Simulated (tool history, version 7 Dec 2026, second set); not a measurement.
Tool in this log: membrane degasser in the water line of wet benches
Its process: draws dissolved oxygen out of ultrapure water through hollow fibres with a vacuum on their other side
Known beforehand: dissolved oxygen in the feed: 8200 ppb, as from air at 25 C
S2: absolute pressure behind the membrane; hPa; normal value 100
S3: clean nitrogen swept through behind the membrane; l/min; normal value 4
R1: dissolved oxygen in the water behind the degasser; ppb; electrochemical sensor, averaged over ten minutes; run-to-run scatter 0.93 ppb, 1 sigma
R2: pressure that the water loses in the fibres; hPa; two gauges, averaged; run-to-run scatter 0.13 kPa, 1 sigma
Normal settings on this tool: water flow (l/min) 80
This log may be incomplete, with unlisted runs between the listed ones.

Run 1, hour 0: usual settings. Result: R1 321.4 ppb, R2 414.9 hPa.
Run 2, hour 148.7: usual settings. Result: R1 324.5 ppb, R2 417.6 hPa.
Run 3, hour 298.9: usual settings. Result: R1 325.2 ppb, R2 417.1 hPa.
Run 4, hour 388: usual settings but S3 2.84 l/min. Result: R1 422.8 ppb, R2 416.5 hPa.
Run 5, hour 490.4: usual settings but S3 2.84 l/min. Result: R1 425.8 ppb, R2 415.2 hPa.
Run 6, hour 633.4: usual settings but S2 102 hPa. Result: R1 330.7 ppb, R2 413.2 hPa.
Run 7, hour 730.8: usual settings but S2 102 hPa. Result: R1 333.4 ppb, R2 418.3 hPa.
Run 8, hour 832.5: usual settings but S2 102 hPa. Result: R1 333.1 ppb, R2 417.3 hPa.
Run 9, hour 937.3: usual settings but S2 102 hPa. Result: R1 333.3 ppb, R2 416.6 hPa.
Run 10, hour 1038.9: usual settings but S2 102 hPa. Result: R1 333.4 ppb, R2 417.1 hPa.
Run 11, hour 1160.6: usual settings. Result: R1 326.1 ppb, R2 418.1 hPa.
Run 12, hour 1241.8: usual settings. Result: R1 328.2 ppb, R2 416.1 hPa.
Run 13, hour 1413.1: usual settings but water flow (l/min) 59. Result: R1 242.2 ppb, R2 309.8 hPa.
Run 14, hour 1553.1: usual settings but water flow (l/min) 59, S2 118 hPa, S3 6.06 l/min. Result: R1 208 ppb, R2 307.9 hPa.
Run 15, hour 1661: usual settings but water flow (l/min) 121, S2 118 hPa, S3 6.85 l/min. Result: R1 408.5 ppb, R2 633.3 hPa.
Run 16, hour 1733.3: usual settings but water flow (l/min) 92, S2 86 hPa, S3 7.29 l/min. Result: R1 197.9 ppb, R2 480.1 hPa.
At hour 1745.3: vacuum gauge calibrated.
Run 17, hour 1850.2: usual settings but water flow (l/min) 92, S2 86 hPa, S3 7.29 l/min. Result: R1 202.6 ppb, R2 480.4 hPa.
Run 18, hour 1945.7: usual settings but water flow (l/min) 92, S2 86 hPa, S3 7.29 l/min. Result: R1 202.6 ppb, R2 478.7 hPa.
Run 19, hour 2087: usual settings but water flow (l/min) 92, S2 86 hPa, S3 7.29 l/min. Result: R1 203.3 ppb, R2 480.6 hPa.
Run 20, hour 2255.1: usual settings but water flow (l/min) 92, S2 86 hPa, S3 7.29 l/min. Result: R1 203 ppb, R2 484.1 hPa.
Run 21, hour 2381.1: usual settings but water flow (l/min) 101, S2 113 hPa, S3 1.68 l/min. Result: R1 899 ppb, R2 529.4 hPa.
Run 22, hour 2541: usual settings but S2 90 hPa, S3 6.95 l/min. Result: R1 190 ppb, R2 419.8 hPa.
At hour 2630.7: vacuum gauge calibrated, once more.
Run 23, hour 2693.4: usual settings but water flow (l/min) 86, S2 96 hPa, S3 11.16 l/min. Result: R1 144.6 ppb, R2 451.4 hPa.
Run 24, hour 2790.3: usual settings but S2 188 hPa. Result: R1 668.3 ppb, R2 419.3 hPa.
Run 25, hour 2895.6: usual settings but S2 155 hPa, S3 9.99 l/min. Result: R1 253.6 ppb, R2 419.1 hPa.

What does the tool deliver on the next run?
Run 26, hour 3036.4: usual settings but S2 156 hPa, S3 9.33 l/min. Result: R1 ?, R2 ?.

{"run 26": {"R1": 269.4, "R2": 421.1}}
On a tool with no hidden condition, and with the same random variation, this run would have come out at R1 262.9 ppb, R2 405.2 hPa.
